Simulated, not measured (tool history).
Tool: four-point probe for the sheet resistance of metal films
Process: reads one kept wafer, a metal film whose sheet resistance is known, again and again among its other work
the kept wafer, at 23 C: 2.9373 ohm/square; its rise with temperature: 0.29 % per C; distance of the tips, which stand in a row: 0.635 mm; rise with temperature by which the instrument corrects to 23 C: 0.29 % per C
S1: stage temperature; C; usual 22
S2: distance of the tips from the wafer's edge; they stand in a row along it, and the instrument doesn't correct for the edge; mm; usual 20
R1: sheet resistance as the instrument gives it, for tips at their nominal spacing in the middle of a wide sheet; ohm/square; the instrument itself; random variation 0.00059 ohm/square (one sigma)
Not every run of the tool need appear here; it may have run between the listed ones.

run,hour,S1,S2,R1
1,0.0,22,20,2.954655
2,85.4,22,20,2.956548
3,161.3,22,20,2.956141
4,203.9,21,20,2.957084
5,282.9,21,20,2.956663
6,338.1,22,20,2.956846
7,387.3,22,20,2.957681
8,427.3,22,20,2.957192
9,492.3,22,50,2.955670
10,550.4,22,50,2.955807
11,623.7,22,68,2.956523
12,717.7,22,68,2.957541
# hour 726.3: stage's thermometer calibrated
13,782.3,22,14,2.959476
14,852.2,22,20,2.959449
15,942.2,22,20,2.959395
# hour 1019.6: stage's thermometer calibrated, once more
16,1027.6,22,20,2.957931
17,1104.2,22,20,2.957221
18,1192.1,20,20,2.957012
19,1264.9,22,20,2.956999
20,1311.1,20,20,2.958320
21,1369.1,20,20,2.959085
22,1436.0,22,20,2.958992
23,1526.8,30,19,2.957271
24,1585.8,23,5,2.983065
25,1629.2,34,5,2.981109
26,1693.1,20,3,3.027595
27,1752.3,20,3,3.028995
28,1846.1,25,47,2.957618
29,1906.4,19,17,2.962872
30,1957.7,24,34,2.959804
31,2004.9,27,11,2.962412
32,2070.9,27,11,2.964475
33,2126.7,27,11,2.963918
34,2219.8,25,4,2.998438
35,2306.1,25,4,3.000453
36,2401.3,18,35,2.961460
37,2466.0,18,35,2.962712
38,2563.3,18,35,2.963954
39,2617.3,31,35,2.959664
40,2676.2,20,14,2.963762
41,2733.8,18,18,2.965401
42,2831.7,29,3,3.030286
43,2873.2,29,3,3.031679
44,2914.1,29,3,3.031652

5 ways to go on from here, each from the tool as it stands after run 44. What would each give?
A,3005.6,27,5,?
B,3005.6,29,12,?
C,3005.6,22,8,?
D,3005.6,29,8,?
E,3005.6,22,3,?

run,R1
A,2.988264
B,2.966515
C,2.972610
D,2.970830
E,3.032921
Had the tool no hidden state, the same runs would have come out as:
run,R1
A,2.962353
B,2.940792
C,2.946792
D,2.945073
E,3.006617

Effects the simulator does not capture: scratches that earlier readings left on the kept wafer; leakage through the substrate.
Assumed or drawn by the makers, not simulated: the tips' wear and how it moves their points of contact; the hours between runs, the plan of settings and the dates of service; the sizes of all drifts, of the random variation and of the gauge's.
